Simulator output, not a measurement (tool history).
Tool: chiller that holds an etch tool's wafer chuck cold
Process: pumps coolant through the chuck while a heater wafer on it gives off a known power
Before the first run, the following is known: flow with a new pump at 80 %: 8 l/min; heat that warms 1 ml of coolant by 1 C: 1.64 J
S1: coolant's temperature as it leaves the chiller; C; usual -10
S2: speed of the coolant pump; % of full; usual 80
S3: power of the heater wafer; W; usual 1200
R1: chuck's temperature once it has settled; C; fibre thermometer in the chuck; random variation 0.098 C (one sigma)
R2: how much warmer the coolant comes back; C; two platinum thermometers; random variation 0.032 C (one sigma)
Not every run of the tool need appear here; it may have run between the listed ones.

run    hour   S1  S2    S3     R1    R2
  1     0.0  -10  80  1200   0.59  5.76
  2    93.8  -10  80  1200   0.21  5.75
  3   189.4   -7  80  1200   3.41  5.81
  4   281.8   -7  80  1200   3.35  5.76
  5   343.5   -7  80  1200   3.49  5.72
  6   456.8  -10  80  1200   0.55  5.84
  7   520.7  -10  80  1200   0.46  5.75
  8   623.3  -10  80  1200   0.52  5.76
  9   714.3  -10  80  1200   0.61  5.78
 10   821.1  -10  80  1200   0.45  5.79
 11   890.8  -10  80   918  -1.96  4.46
 12   974.5  -10  80  1200   0.77  5.80
 13  1111.4  -10  80  1200   0.03  5.95
 14  1219.8  -10  80  1200   0.04  6.03
 15  1320.0  -10  80  1200   0.09  6.04
 16  1401.2  -10  80  1200   0.04  6.02
 17  1534.4   -2  80   664   3.69  3.35
 18  1622.1   -2  80   664   3.43  3.07
 19  1760.7   -2  80   664   3.53  3.05
 20  1861.3   -2  80  1383   9.01  6.35
 21  2009.2   -2  80  1383   9.09  6.40
 22  2098.0   -1  67   716   6.00  4.01
 23  2207.3   -1  67   716   6.07  3.94
 24  2346.5   -7  66  1265   5.01  7.13
 25  2464.0   -1  80  1200   8.60  5.60
 26  2564.6   -3  83  1200   6.64  5.39
 27  2685.3    0  75  1015   8.81  5.05
 28  2756.0  -10  80   618  -4.71  2.89
 29  2843.6  -14  67   936  -4.90  5.23
 30  2922.9  -10  88   884  -3.26  3.75
 31  3007.0  -12  69   884  -4.06  4.81

Put back what was entered between runs (4 entries, withheld): which listed runs does each sit between, and how does the hidden state differ from the listed run before to the listed run after?
After run 12, before run 13: coolant pump overhauled (hour 987.3); coolant changed, channels flushed (hour 1091.3)
  heat passed by the chuck's channels, % of clean ones': 87.2 -> 99.4; flow at a given pump speed, % of a new pump's: 94.7 -> 91.7; coolant's true temperature over the reading, C: 0.28 -> 0.29
  difference, measured minus the result without the unlogged condition, R1: +1.57 -> +1.02 C; R2: +0.31 -> +0.50 C
After run 17, before run 18: coolant pump overhauled, once more (hour 1558.4)
  heat passed by the chuck's channels, % of clean ones': 98.4 -> 98.3; flow at a given pump speed, % of a new pump's: 91.3 -> 99.7; coolant's true temperature over the reading, C: 0.34 -> 0.35
  difference, measured minus the result without the unlogged condition, R1: +0.79 -> +0.42 C; R2: +0.29 -> +0.01 C
After run 30, before run 31: chiller's thermometer calibrated (hour 2947.9)
  heat passed by the chuck's channels, % of clean ones': 95.3 -> 95.1; flow at a given pump speed, % of a new pump's: 98.5 -> 98.4; coolant's true temperature over the reading, C: 0.48 -> -0.03
  difference, measured minus the result without the unlogged condition, R1: +0.75 -> +0.30 C; R2: +0.06 -> +0.07 C
